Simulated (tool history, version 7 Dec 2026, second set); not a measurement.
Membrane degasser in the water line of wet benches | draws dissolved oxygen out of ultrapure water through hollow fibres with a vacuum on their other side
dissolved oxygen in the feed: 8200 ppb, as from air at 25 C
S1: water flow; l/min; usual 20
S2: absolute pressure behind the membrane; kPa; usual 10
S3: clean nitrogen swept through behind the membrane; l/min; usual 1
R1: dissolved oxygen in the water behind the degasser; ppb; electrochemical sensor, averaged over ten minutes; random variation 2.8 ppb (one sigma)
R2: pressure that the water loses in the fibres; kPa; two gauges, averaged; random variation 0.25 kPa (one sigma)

run,hour,S1,S2,S3,R1,R2
1,0,20,10,1,426.5,64.83
2,32.2,20,10,1,430.7,64.91
3,68.3,20,10,1,426.3,64.87
4,89.7,17,10,1,336.8,55.12
5,136.4,20,10,1,426.4,64.99
6,186.9,20,10,1,424.2,64.86
7,232.1,20,10,1,427,64.94
8,276.5,20,10,2.59,262.9,65.23
9,304.4,20,10,2.55,265,64.97
10,343,20,10,2.55,263.1,65.07
11,387.1,20,10,1,432.5,65.37
12,409.4,20,10,1,433.6,65.22
13,450.6,20,10,1,430.3,64.58
14,497.2,20,10,1,428.4,65.01
15,548,20,10,1,433.7,64.88
16,589.4,20,8.6,1,371.1,65.53
17,614,13,6.9,1.4,114,42.08
18,653.2,13,10.2,0.59,366.2,42.39
19,703.7,28,21.4,1.23,1126.4,91.05
20,731.3,24,6,1,366.7,78.76
21,777.4,17,7.4,0.54,353,55.51
22,811,15,18.4,1.79,354.5,48.97
23,860.5,23,8.7,0.79,524.5,75.08
24,906.4,23,8.7,0.79,531.2,75.43
25,941.5,29,19.4,0.46,1792.2,94.38
26,969.1,29,19.4,0.46,1841.8,94.58
27,995.5,29,19.4,0.46,1815.9,94.23
28,1029.1,13,10.3,0.55,395.8,42.44
29,1066.3,13,10.3,0.55,390.4,42.27
30,1094.6,25,22.6,1,1189.1,81.27
31,1132.2,13,16.5,1,433.5,42.41

4 ways to go on from here, each from the tool as it stands after run 31. What would each give?
A,1166.8,20,16.5,1,?,?
B,1166.8,31,16.5,1,?,?
C,1166.8,16,14.4,2.38,?,?
D,1166.8,13,16.5,0.44,?,?

run,R1,R2
A,688.5,65.04
B,1167,100.95
C,252.1,51.87
D,807,42.23
Without the tool's hidden state the same runs would have given:
run,R1,R2
A,670.2,64.55
B,1149.7,100.2
C,240.6,51.48
D,786.7,41.91

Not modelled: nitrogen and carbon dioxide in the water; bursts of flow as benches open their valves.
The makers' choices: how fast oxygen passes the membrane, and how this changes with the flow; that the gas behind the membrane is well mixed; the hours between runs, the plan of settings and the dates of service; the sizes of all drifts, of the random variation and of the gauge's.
